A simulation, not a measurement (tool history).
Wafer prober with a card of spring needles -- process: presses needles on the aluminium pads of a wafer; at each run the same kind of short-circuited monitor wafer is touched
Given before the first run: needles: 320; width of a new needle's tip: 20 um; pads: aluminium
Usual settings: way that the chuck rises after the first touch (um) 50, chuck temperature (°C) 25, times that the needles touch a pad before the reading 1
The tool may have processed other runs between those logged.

run   hour  way that the chuck rises after the first touch (um)  chuck temperature (°C)  times that the needles touch a pad before the reading  resistance of one needle with its contact and lead (mohm)  way that a needle slides on the pad (um)
  1      0                                                   50                      25                                                      1                                                        147                                     13.17
      14.5  -- tips cleaned on abrasive film
      29.7  -- tips cleaned on abrasive film
  2   33.3                                                   50                      25                                                      1                                                        207                                     13.15
      43.7  -- tips cleaned on abrasive film
      57.1  -- tips cleaned on abrasive film
  3   66.1                                                   50                      25                                                      1                                                        268                                     13.18
      71.5  -- tips cleaned on abrasive film
      87.6  -- tips cleaned on abrasive film
  4   94.8                                                   50                      25                                                      1                                                        255                                     13.12
     101.7  -- tips cleaned on abrasive film
     115.8  -- tips cleaned on abrasive film
  5  117.8                                                   50                      25                                                      1                                                        185                                     13.09
     129.2  -- tips cleaned on abrasive film
  6  136.9                                                   50                      90                                                      1                                                        254                                     13.06
     144.9  -- tips cleaned on abrasive film
     158.5  -- tips cleaned on abrasive film
  7  167.3                                                   50                      90                                                      2                                                        220                                     13.08
     173.8  -- tips cleaned on abrasive film
     187.1  -- tips cleaned on abrasive film
  8  199.8                                                   50                      92                                                      1                                                        289                                     12.91
       202  -- tips cleaned on abrasive film
       216  -- tips cleaned on abrasive film
     221.6  -- height of the first contact set anew
     230.7  -- tips cleaned on abrasive film
  9  234.9                                                   50                     117                                                      1                                                        233                                     12.48
     245.6  -- tips cleaned on abrasive film
     260.2  -- tips cleaned on abrasive film
 10  260.8                                                   50                     117                                                      1                                                        175                                     12.33
     274.2  -- tips cleaned on abrasive film
     287.7  -- tips cleaned on abrasive film
 11    298                                                   50                     117                                                      1                                                        293                                     12.22
     302.1  -- tips cleaned on abrasive film
 12    314                                                   33                      25                                                      1                                                        552                                      7.88
     316.3  -- tips cleaned on abrasive film
     329.8  -- tips cleaned on abrasive film
 13  335.5                                                   50                      25                                                      1                                                        249                                     12.17
     344.1  -- tips cleaned on abrasive film
     359.5  -- height of the first contact set anew, once more
     359.6  -- tips cleaned on abrasive film
 14  372.2                                                   50                      25                                                      3                                                        196                                     13.29
     375.3  -- tips cleaned on abrasive film
     390.7  -- tips cleaned on abrasive film
     404.7  -- tips cleaned on abrasive film
 15  406.7                                                   50                      25                                                      3                                                        155                                     13.14
     418.6  -- tips cleaned on abrasive film
 16  429.4                                                   57                      40                                                      1                                                        250                                     14.86
     432.8  -- tips cleaned on abrasive film
     448.8  -- tips cleaned on abrasive film
 17  456.6                                                   57                     102                                                      3                                                        175                                     14.85
     462.5  -- tips cleaned on abrasive film
     477.1  -- tips cleaned on abrasive film
     491.3  -- tips cleaned on abrasive film
 18  492.4                                                   57                     102                                                      3                                                        159                                     14.76
     504.9  -- tips cleaned on abrasive film
     518.7  -- tips cleaned on abrasive film
 19  521.3                                                   57                     102                                                      3                                                        164                                     14.63
     533.6  -- tips cleaned on abrasive film
       547  -- tips cleaned on abrasive film
 20    547                                                   55                     119                                                      1                                                        164                                      14.3
     562.1  -- tips cleaned on abrasive film
 21  574.9                                                   50                      69                                                      2                                                        247                                     12.89
     577.5  -- tips cleaned on abrasive film
     593.7  -- tips cleaned on abrasive film
 22  594.8                                                   35                      25                                                      1                                                        234                                      8.83
     605.9  -- height of the first contact set anew
     607.7  -- tips cleaned on abrasive film
 23  615.8                                                   35                      25                                                      1                                                        416                                      9.26
     621.7  -- tips cleaned on abrasive film
     636.3  -- tips cleaned on abrasive film
 24  646.9                                                   35                      25                                                      1                                                        446                                      9.09
     651.3  -- tips cleaned on abrasive film
     666.1  -- tips cleaned on abrasive film
 25  666.1                                                   54                      27                                                      1                                                        150                                     14.27
     681.3  -- tips cleaned on abrasive film
 26  687.6                                                   54                      27                                                      1                                                        246                                     14.11
     695.2  -- tips cleaned on abrasive film
     710.2  -- tips cleaned on abrasive film
 27  713.1                                                   64                      89                                                      2                                                        170                                      16.8
       725  -- tips cleaned on abrasive film
     739.6  -- tips cleaned on abrasive film
 28  751.5                                                   50                      41                                                      2                                                        245                                     13.06
     753.5  -- tips cleaned on abrasive film
     768.1  -- tips cleaned on abrasive film
     783.6  -- tips cleaned on abrasive film
 29  784.2                                                   33                      95                                                      2                                                        207                                      8.43
     798.6  -- tips cleaned on abrasive film
 30  804.4                                                   53                     120                                                      2                                                        213                                     13.68

Below are 4 alternative next runs, each starting from the tool's condition after run 30. Predict each:
     814.3  -- tips cleaned on abrasive film
     829.1  -- tips cleaned on abrasive film
  A   840                                                   38                      25                                                      1                                                          ?                                         ?
     814.3  -- tips cleaned on abrasive film
     829.1  -- tips cleaned on abrasive film
  B   840                                                   53                     120                                                      2                                                          ?                                         ?
     814.3  -- tips cleaned on abrasive film
     829.1  -- tips cleaned on abrasive film
  C   840                                                   67                      42                                                      2                                                          ?                                         ?
     814.3  -- tips cleaned on abrasive film
     829.1  -- tips cleaned on abrasive film
  D   840                                                   50                      55                                                      2                                                          ?                                         ?

run  resistance of one needle with its contact and lead (mohm)  way that a needle slides on the pad (um)
  A                                                        447                                      9.66
  B                                                        235                                     13.55
  C                                                        194                                     17.46
  D                                                        243                                     12.88
Take away the tool's hidden state, keep each run's random variation, and the runs would have read:
run  resistance of one needle with its contact and lead (mohm)  way that a needle slides on the pad (um)
  A                                                        143                                     10.06
  B                                                        151                                     13.95
  C                                                        133                                     17.86
  D                                                        140                                     13.28
